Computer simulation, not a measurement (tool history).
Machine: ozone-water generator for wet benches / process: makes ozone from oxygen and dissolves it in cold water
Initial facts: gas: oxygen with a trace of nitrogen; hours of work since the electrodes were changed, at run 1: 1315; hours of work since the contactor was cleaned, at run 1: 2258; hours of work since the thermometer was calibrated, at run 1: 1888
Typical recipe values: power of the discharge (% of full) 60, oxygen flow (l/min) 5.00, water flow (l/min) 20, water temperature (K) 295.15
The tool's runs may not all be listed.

| run | hour | power of the discharge (% of full) | oxygen flow (l/min) | water flow (l/min) | water temperature (K) | hours of work since the electrodes were changed | hours of work since the contactor was cleaned | hours of work since the thermometer was calibrated | dissolved ozone (ppm) | ozone in the gas ahead of the water (g/m3) |
|---|---|---|---|---|---|---|---|---|---|---|
| 1 | 0.0 | 60 | 5.00 | 20 | 295.15 | 1315 | 2258 | 1888 | 22.3 | 209.4 |
| 2 | 18.0 | 60 | 5.00 | 20 | 296.15 | 1330 | 2274 | 1904 | 22.1 | 213.1 |
| 3 | 56.7 | 60 | 5.00 | 20 | 301.15 | 1363 | 2307 | 1937 | 20.1 | 213.3 |
| 4 | 78.5 | 60 | 5.00 | 20 | 291.15 | 1382 | 2326 | 1956 | 23.6 | 210.6 |
| 5 | 97.5 | 60 | 5.00 | 20 | 291.15 | 1398 | 2342 | 1972 | 23.4 | 213.6 |
| 6 | 125.5 | 60 | 5.00 | 20 | 300.15 | 1422 | 2366 | 1996 | 20.3 | 211.8 |
| 7 | 147.5 | 60 | 5.00 | 20 | 300.15 | 1441 | 2385 | 2015 | 20.5 | 210.8 |
| 8 | 167.3 | 60 | 5.00 | 20 | 295.15 | 1458 | 2402 | 2032 | 22.1 | 211.9 |
| 9 | 192.6 | 60 | 5.00 | 20 | 295.15 | 1480 | 2423 | 2054 | 22.4 | 208.9 |
| 10 | 209.9 | 60 | 5.00 | 20 | 299.15 | 1495 | 2438 | 2069 | 21.0 | 210.5 |
| 11 | 244.0 | 47 | 5.00 | 20 | 295.15 | 1524 | 2468 | 2098 | 18.2 | 173.9 |
| 12 | 276.3 | 47 | 5.00 | 20 | 288.15 | 1552 | 2495 | 2126 | 20.3 | 173.9 |
|  | 282.2 | contactor cleaned |
| 13 | 318.0 | 47 | 5.00 | 20 | 288.15 | 1584 | 31 | 2158 | 20.5 | 173.0 |
| 14 | 335.2 | 47 | 5.00 | 20 | 288.15 | 1599 | 46 | 2173 | 20.3 | 173.9 |
| 15 | 373.2 | 47 | 5.00 | 20 | 288.15 | 1631 | 78 | 2205 | 20.3 | 173.3 |
| 16 | 413.4 | 60 | 5.00 | 20 | 295.15 | 1666 | 113 | 2240 | 21.9 | 212.2 |
| 17 | 450.1 | 60 | 5.00 | 20 | 295.15 | 1698 | 144 | 2271 | 22.3 | 210.7 |
| 18 | 468.5 | 60 | 5.00 | 20 | 295.15 | 1713 | 160 | 2287 | 22.1 | 211.7 |
| 19 | 493.7 | 76 | 5.00 | 21 | 295.15 | 1735 | 182 | 2309 | 25.6 | 252.7 |
| 20 | 511.2 | 83 | 5.63 | 14 | 292.15 | 1750 | 197 | 2324 | 37.6 | 253.8 |
|  | 518.9 | contactor cleaned, once more |
| 21 | 544.1 | 60 | 7.45 | 20 | 297.15 | 1775 | 22 | 2349 | 20.8 | 167.7 |
| 22 | 562.9 | 60 | 7.45 | 20 | 297.15 | 1791 | 38 | 2365 | 20.9 | 167.0 |
| 23 | 603.1 | 60 | 7.45 | 20 | 297.15 | 1825 | 72 | 2399 | 20.8 | 168.9 |
| 24 | 623.2 | 60 | 5.00 | 14 | 289.15 | 1843 | 89 | 2417 | 31.7 | 207.5 |
| 25 | 652.9 | 63 | 3.97 | 29 | 288.15 | 1868 | 115 | 2442 | 17.8 | 250.3 |
| 26 | 674.2 | 63 | 3.97 | 29 | 288.15 | 1886 | 133 | 2460 | 18.0 | 246.0 |
| 27 | 710.3 | 61 | 5.40 | 27 | 301.15 | 1918 | 164 | 2491 | 16.3 | 205.1 |
|  | 732.1 | water thermometer calibrated |
| 28 | 742.9 | 60 | 4.05 | 20 | 295.15 | 1945 | 192 | 9 | 22.5 | 236.3 |
| 29 | 780.3 | 91 | 6.58 | 31 | 288.15 | 1977 | 224 | 41 | 24.0 | 248.0 |
| 30 | 808.2 | 91 | 6.58 | 32 | 299.15 | 2001 | 248 | 65 | 20.1 | 246.9 |
| 31 | 832.7 | 91 | 8.97 | 32 | 301.15 | 2022 | 269 | 86 | 18.9 | 206.8 |
| 32 | 866.6 | 91 | 8.97 | 32 | 301.15 | 2051 | 298 | 116 | 19.0 | 209.3 |

How would selected steps in dissolved ozone (ppm) from run to run divide? Give the signed amount a tool lacking its hidden state would still show from settings, what came in and random variation, and the signed amount left for the hidden state, including any gauge scatter that is not in both of the compared results.
Hidden state at play: yield of the discharge, % of new electrodes'; contactor's efficiency, % of a clean one's; true water temperature over the reading, C; drift of the gauge itself on ozone_ppm, %; drift of the gauge itself on gas_g_m3, %.
Run 19 -> 20: power of the discharge (% of full) 76 -> 83, oxygen flow (l/min) 5.00 -> 5.63, water flow (l/min) 21 -> 14, water temperature (K) 295.15 -> 292.15. dissolved ozone (ppm) +12.0: hidden state -0.7, all else +12.7.
Run 20 -> 21: power of the discharge (% of full) 83 -> 60, oxygen flow (l/min) 5.63 -> 7.45, water flow (l/min) 14 -> 20, water temperature (K) 292.15 -> 297.15, contactor cleaned, once more. dissolved ozone (ppm) -16.8: hidden state +1.6, all else -18.4.
Run 24 -> 25: power of the discharge (% of full) 60 -> 63, oxygen flow (l/min) 5.00 -> 3.97, water flow (l/min) 14 -> 29, water temperature (K) 289.15 -> 288.15. dissolved ozone (ppm) -13.9: hidden state +0.6, all else -14.5.
